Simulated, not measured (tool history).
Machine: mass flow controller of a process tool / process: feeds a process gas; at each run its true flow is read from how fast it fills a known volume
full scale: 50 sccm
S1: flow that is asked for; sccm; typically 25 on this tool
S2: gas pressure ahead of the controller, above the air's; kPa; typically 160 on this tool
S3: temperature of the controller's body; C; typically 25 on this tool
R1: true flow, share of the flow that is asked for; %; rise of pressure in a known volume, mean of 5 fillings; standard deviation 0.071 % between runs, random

run    hour  S1   S2  S3      R1
  1     0.0  25  160  25  100.02
  2    66.8  25  143  25  100.08
  3   165.1  25  222  25   99.74
  4   235.3  25  222  25   99.67
  5   301.1  25  222  25   99.64
      311.7  -- controller's zero set anew
  6   428.1  25  222  25   99.93
  7   522.0   5  222  25  103.37
  8   631.9  30  254  24   99.82
  9   739.6   8  263  37  100.51
      794.6  -- controller's zero set anew, once more
 10   835.8  42  234  21   99.65
 11   901.0  42  234  21   99.70
 12  1006.3   6  224  25   98.67
 13  1134.4  46  217  32   98.86

Some steps in R1, run to run, broken into two amounts with sign: the step expected even without the hidden condition (settings, incoming material, random variation), and the rest, left for the hidden condition together with whatever gauge scatter is not in both the measured and the hidden-condition-free result:
Hidden state at play: flow at rest that the sensor doesn't see, % of full scale; true flow over the shown one, %; drift of the gauge itself on true_pct, %.
Run 7 -> 8: S1 5 -> 30, S2 222 -> 254, S3 25 -> 24. R1 -3.55 %: hidden state -4.00, all else +0.45.
